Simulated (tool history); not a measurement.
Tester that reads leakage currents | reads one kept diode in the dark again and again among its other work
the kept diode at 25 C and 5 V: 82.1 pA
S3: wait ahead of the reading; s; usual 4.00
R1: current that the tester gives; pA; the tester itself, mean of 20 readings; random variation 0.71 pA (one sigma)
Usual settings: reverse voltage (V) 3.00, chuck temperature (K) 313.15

run 1 hour=0.0 | reverse_voltage_(V)=3.00 chuck_temperature_(K)=313.15 S3=4.00 | R1=252.93
run 2 hour=45.4 | reverse_voltage_(V)=3.00 chuck_temperature_(K)=313.15 S3=4.00 | R1=253.61
run 3 hour=82.9 | reverse_voltage_(V)=3.00 chuck_temperature_(K)=313.15 S3=4.00 | R1=254.21
run 4 hour=126.9 | reverse_voltage_(V)=3.00 chuck_temperature_(K)=313.15 S3=4.00 | R1=252.96
-- hour=133.3 probe card cleaned and baked
run 5 hour=159.2 | reverse_voltage_(V)=3.00 chuck_temperature_(K)=313.15 S3=4.00 | R1=254.32
run 6 hour=192.0 | reverse_voltage_(V)=3.00 chuck_temperature_(K)=313.15 S3=4.00 | R1=254.33
run 7 hour=231.2 | reverse_voltage_(V)=4.57 chuck_temperature_(K)=294.15 S3=1.03 | R1=60.00
run 8 hour=274.6 | reverse_voltage_(V)=4.57 chuck_temperature_(K)=294.15 S3=1.03 | R1=60.11
run 9 hour=337.0 | reverse_voltage_(V)=3.00 chuck_temperature_(K)=313.15 S3=5.55 | R1=254.96
run 10 hour=398.1 | reverse_voltage_(V)=13.80 chuck_temperature_(K)=313.15 S3=4.00 | R1=519.82
run 11 hour=427.8 | reverse_voltage_(V)=13.80 chuck_temperature_(K)=313.15 S3=4.00 | R1=523.30

5 ways to go on from here, each from the tool as it stands after run 11. What would each give?
run A hour=460.9 | reverse_voltage_(V)=13.80 chuck_temperature_(K)=319.15 S3=4.00 | R1=?
run B hour=460.9 | reverse_voltage_(V)=4.03 chuck_temperature_(K)=315.15 S3=4.28 | R1=?
run C hour=460.9 | reverse_voltage_(V)=2.70 chuck_temperature_(K)=296.15 S3=4.00 | R1=?
run D hour=460.9 | reverse_voltage_(V)=8.59 chuck_temperature_(K)=327.15 S3=0.88 | R1=?
run E hour=460.9 | reverse_voltage_(V)=3.00 chuck_temperature_(K)=313.15 S3=1.08 | R1=?

run=A R1=839.54
run=B R1=344.97
run=C R1=56.62
run=D R1=1247.15
run=E R1=255.82
Without the tool's hidden state the same runs would have given:
run=A R1=777.81
run=B R1=319.23
run=C R1=51.52
run=D R1=1161.77
run=E R1=236.50
